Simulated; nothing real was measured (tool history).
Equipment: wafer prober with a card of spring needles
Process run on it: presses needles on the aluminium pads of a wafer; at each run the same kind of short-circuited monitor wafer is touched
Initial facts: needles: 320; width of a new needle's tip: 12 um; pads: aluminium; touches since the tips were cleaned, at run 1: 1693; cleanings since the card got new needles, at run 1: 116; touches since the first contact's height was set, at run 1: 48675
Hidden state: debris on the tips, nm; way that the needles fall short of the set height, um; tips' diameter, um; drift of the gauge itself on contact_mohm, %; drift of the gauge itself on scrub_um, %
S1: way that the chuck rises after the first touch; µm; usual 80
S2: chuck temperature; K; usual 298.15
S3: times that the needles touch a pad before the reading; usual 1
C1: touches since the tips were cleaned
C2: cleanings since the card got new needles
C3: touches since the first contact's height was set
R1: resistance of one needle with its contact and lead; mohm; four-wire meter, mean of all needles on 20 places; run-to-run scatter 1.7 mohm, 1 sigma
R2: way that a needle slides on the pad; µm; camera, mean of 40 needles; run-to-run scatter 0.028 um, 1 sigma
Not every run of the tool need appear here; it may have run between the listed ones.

run	hour	S1	S2	S3	C1	C2	C3	R1	R2
1	0	80	298.15	1	1693	116	48675	179	11.79
# hour 4.1: tips cleaned on abrasive film
# hour 14.2: tips cleaned on abrasive film
2	16.4	80	346.15	1	798	118	54729	189	11.78
# hour 22.7: tips cleaned on abrasive film
# hour 33.2: tips cleaned on abrasive film
3	34.5	80	346.15	1	492	120	61437	188	11.82
# hour 42.9: tips cleaned on abrasive film
# hour 53: tips cleaned on abrasive film
# hour 62.9: tips cleaned on abrasive film
4	63.8	80	346.15	1	335	123	72308	189	11.79
# hour 71.8: tips cleaned on abrasive film
# hour 78.4: height of the first contact set anew
# hour 82.5: tips cleaned on abrasive film
5	84.9	80	346.15	1	904	125	2396	189	11.82
# hour 91.3: tips cleaned on abrasive film
# hour 101.8: tips cleaned on abrasive film
6	103.8	80	346.15	1	737	127	9398	190	11.87
# hour 112.3: tips cleaned on abrasive film
# hour 122.2: tips cleaned on abrasive film
7	126.8	80	346.15	1	1749	129	17955	186	11.78
# hour 131.1: tips cleaned on abrasive film
# hour 141.6: tips cleaned on abrasive film
# hour 151.6: tips cleaned on abrasive film
8	151.9	80	298.15	1	109	132	27234	181	11.76
# hour 161.8: tips cleaned on abrasive film
# hour 170.3: tips cleaned on abrasive film
# hour 180.3: tips cleaned on abrasive film
9	182.4	80	298.15	1	792	135	38538	177	11.81
# hour 190.4: tips cleaned on abrasive film
10	198	80	298.15	2	2818	136	44330	180	11.83
# hour 199.9: tips cleaned on abrasive film
# hour 209.9: tips cleaned on abrasive film
11	216.8	80	298.15	2	2614	138	51320	181	11.82
# hour 219: tips cleaned on abrasive film
# hour 229.6: tips cleaned on abrasive film
# hour 240.1: tips cleaned on abrasive film
# hour 249.8: tips cleaned on abrasive film
12	253.2	80	298.15	2	1260	142	64787	178	11.77
# hour 259.3: tips cleaned on abrasive film
# hour 269.3: tips cleaned on abrasive film
# hour 278.3: tips cleaned on abrasive film
13	278.3	80	298.15	2	0	145	74060	182	11.83
# hour 288.8: tips cleaned on abrasive film
# hour 289.1: height of the first contact set anew
# hour 299.1: tips cleaned on abrasive film
14	301.4	80	298.15	2	863	147	4556	182	11.88
# hour 308.9: tips cleaned on abrasive film
# hour 318.8: tips cleaned on abrasive film
15	318.8	80	378.15	1	0	149	11007	197	11.78
# hour 328.9: tips cleaned on abrasive film
16	335	63	299.15	2	2277	150	17027	183	9.38
# hour 339.2: tips cleaned on abrasive film
# hour 349.2: tips cleaned on abrasive film
# hour 359.3: tips cleaned on abrasive film
# hour 368.7: tips cleaned on abrasive film
17	370.2	68	336.15	1	566	154	30086	189	10.05
# hour 378.2: tips cleaned on abrasive film
# hour 388.1: tips cleaned on abrasive film
# hour 396.5: tips cleaned on abrasive film
18	402	68	336.15	1	2034	157	41858	186	10.07
# hour 405.8: tips cleaned on abrasive film
# hour 415.6: tips cleaned on abrasive film
# hour 426.1: tips cleaned on abrasive film
# hour 436.4: tips cleaned on abrasive film
19	439.4	87	305.15	1	1123	161	55740	178	12.87
# hour 445.6: tips cleaned on abrasive film
# hour 455.5: tips cleaned on abrasive film
# hour 465.4: tips cleaned on abrasive film
# hour 475.5: tips cleaned on abrasive film
20	477.7	87	305.15	1	838	165	69914	178	12.91
# hour 484.1: tips cleaned on abrasive film
# hour 493.9: tips cleaned on abrasive film
# hour 500.2: height of the first contact set anew
# hour 504.4: tips cleaned on abrasive film
# hour 514.3: tips cleaned on abrasive film
21	515.5	71	305.15	2	447	169	5656	182	10.53
# hour 523.9: tips cleaned on abrasive film
# hour 534.2: tips cleaned on abrasive film
22	535.9	78	315.15	2	624	171	13237	184	11.57
# hour 544.3: tips cleaned on abrasive film
# hour 554.4: tips cleaned on abrasive film
# hour 564.3: tips cleaned on abrasive film
# hour 573.7: tips cleaned on abrasive film
23	573.9	75	304.15	1	78	175	27308	181	11.14
# hour 582.3: tips cleaned on abrasive film
# hour 592.7: tips cleaned on abrasive film
24	598.5	75	330.15	1	2160	177	36458	186	11.19
# hour 602: tips cleaned on abrasive film
# hour 606.2: gauge calibrated
# hour 612.5: tips cleaned on abrasive film
25	616.6	75	330.15	1	1539	179	43172	185	11.02
# hour 622.2: tips cleaned on abrasive film
# hour 632.8: tips cleaned on abrasive film
# hour 642.6: tips cleaned on abrasive film
26	642.6	78	305.15	3	0	182	52779	177	11.5
# hour 651.7: tips cleaned on abrasive film
# hour 661.7: tips cleaned on abrasive film
27	668.1	93	310.15	2	2386	184	62259	180	13.71
# hour 670.3: tips cleaned on abrasive film
# hour 679.9: tips cleaned on abrasive film
# hour 690.1: tips cleaned on abrasive film
28	690.3	93	310.15	2	67	187	70445	181	13.69

Consider 3 possible next runs. They are alternatives, not a sequence: every one starts from the tool as it was left by run 28. What does each give?
# hour 699.9: tips cleaned on abrasive film
# hour 708.4: tips cleaned on abrasive film
# hour 710.8: height of the first contact set anew
# hour 719.1: tips cleaned on abrasive film
A	721.1	65	318.15	2	762	190	3853	?	?
# hour 699.9: tips cleaned on abrasive film
# hour 708.4: tips cleaned on abrasive film
# hour 710.8: height of the first contact set anew
# hour 719.1: tips cleaned on abrasive film
B	721.1	61	328.15	2	762	190	3853	?	?
# hour 699.9: tips cleaned on abrasive film
# hour 708.4: tips cleaned on abrasive film
# hour 710.8: height of the first contact set anew
# hour 719.1: tips cleaned on abrasive film
C	721.1	87	310.15	2	762	190	3853	?	?

run	R1	R2
A	188	9.62
B	184	9
C	183	12.83
Without the tool's hidden state the same runs would have given:
run	R1	R2
A	187	9.6
B	184	8.98
C	182	12.8
